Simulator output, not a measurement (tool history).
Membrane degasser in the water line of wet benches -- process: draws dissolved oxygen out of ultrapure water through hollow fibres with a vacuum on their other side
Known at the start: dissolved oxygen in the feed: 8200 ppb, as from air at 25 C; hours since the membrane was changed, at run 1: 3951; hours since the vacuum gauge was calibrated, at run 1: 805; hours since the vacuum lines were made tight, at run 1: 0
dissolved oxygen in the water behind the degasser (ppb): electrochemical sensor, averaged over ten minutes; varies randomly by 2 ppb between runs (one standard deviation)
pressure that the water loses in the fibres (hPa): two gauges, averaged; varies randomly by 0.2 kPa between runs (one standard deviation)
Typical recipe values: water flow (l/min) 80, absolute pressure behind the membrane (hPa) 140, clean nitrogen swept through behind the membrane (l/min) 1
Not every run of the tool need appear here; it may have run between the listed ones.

run	hour	water flow (l/min)	absolute pressure behind the membrane (hPa)	clean nitrogen swept through behind the membrane (l/min)	hours since the membrane was changed	hours since the vacuum gauge was calibrated	hours since the vacuum lines were made tight	dissolved oxygen in the water behind the degasser (ppb)	pressure that the water loses in the fibres (hPa)
1	0	80	140	1	3951	805	0	1324.1	453.3
2	173.8	80	99	1	4125	979	174	880.2	452.3
3	340	80	99	1	4291	1145	340	878.9	455.3
4	540.3	86	99	1	4491	1345	540	928.3	492.9
5	720.2	86	99	1	4671	1525	720	929.3	493.3
6	914.9	86	285	1	4866	1720	915	2720.3	490.8
7	1090.8	86	285	1	5042	1896	1091	2721.7	491.2
8	1267.5	86	285	1	5219	2072	1268	2726.7	490.9
9	1385.6	80	140	1.83	5337	2190	1386	897	458.9
10	1505.6	80	140	1.83	5457	2310	1506	896	454.7
11	1678.8	80	140	1.83	5630	2484	1679	899.3	458.4
12	1897.3	80	140	1.7	5848	2702	1897	946.4	457.6
13	2049	80	140	1.7	6000	2854	2049	947.7	453.5
14	2181.1	80	286	1	6132	2986	2181	2627.3	460.7
15	2372.8	116	140	1	6324	3178	2373	1716	665.3
16	2492.9	107	140	1	6444	3298	2493	1619.6	609.8
17	2647.5	80	140	1.14	6599	3452	2648	1226	458.4
18	2827.5	80	140	1.14	6779	3632	2827	1228	457.8
19	2969.7	82	149	2.39	6921	3774	2970	817.2	473
20	3093.8	82	149	2.39	7045	3899	3094	818.3	474.8
21	3223.2	82	149	2.39	7174	4028	3223	819.2	471.2
22	3449.1	76	149	0.69	7400	4254	3449	1699.3	440.3
23	3550.8	74	130	0.47	7502	4356	3551	1754.1	426.2
24	3744.4	74	130	0.47	7696	4549	3744	1752.5	426.5
25	3886.6	74	130	0.47	7838	4691	3887	1757.2	427.3
26	4093.9	74	130	0.47	8045	4899	4094	1749.3	424
27	4218.8	74	130	0.97	8170	5024	4219	1185.6	427.3
# hour 4236.4: vacuum gauge calibrated
28	4397.5	119	131	1.58	8348	161	4397	1278.2	687.5
29	4548.7	56	131	2.1	8499	312	4548	550.7	322.7
30	4690.4	57	140	0.47	8641	454	4690	1641.5	329.2
31	4897.7	99	98	1	8848	661	4897	1019.9	569.8

Had the tool no unlogged condition, and each run kept its random variation, what would the results have been?
What the log doesn't record here: membrane still open, %; true pressure behind the membrane over the reading, kPa; air that leaks in behind the membrane, l/min; drift of the gauge itself on oxygen_ppb, %; drift of the gauge itself on loss_of_pressure_kpa, %.
run	dissolved oxygen in the water behind the degasser (ppb)	pressure that the water loses in the fibres (hPa)
1	1317	447
2	871.7	445.8
3	870	448.5
4	918.1	485.2
5	918.6	485.4
6	2713.6	482.5
7	2714.7	482.7
8	2719.5	482.1
9	888.1	450.5
10	886.8	446.1
11	889.7	449.6
12	936.2	448.5
13	937.1	444.2
14	2619	451.1
15	1697.1	651
16	1602.1	596.4
17	1213.2	448.2
18	1214.7	447.3
19	805.5	461.9
20	806.3	463.5
21	806.9	459.8
22	1685.1	429.3
23	1738.8	415.3
24	1736.8	415.4
25	1741.1	416
26	1732.9	412.4
27	1169.6	415.5
28	1264.1	668.1
29	547.2	313.4
30	1643.7	319.6
31	1008.6	552.8
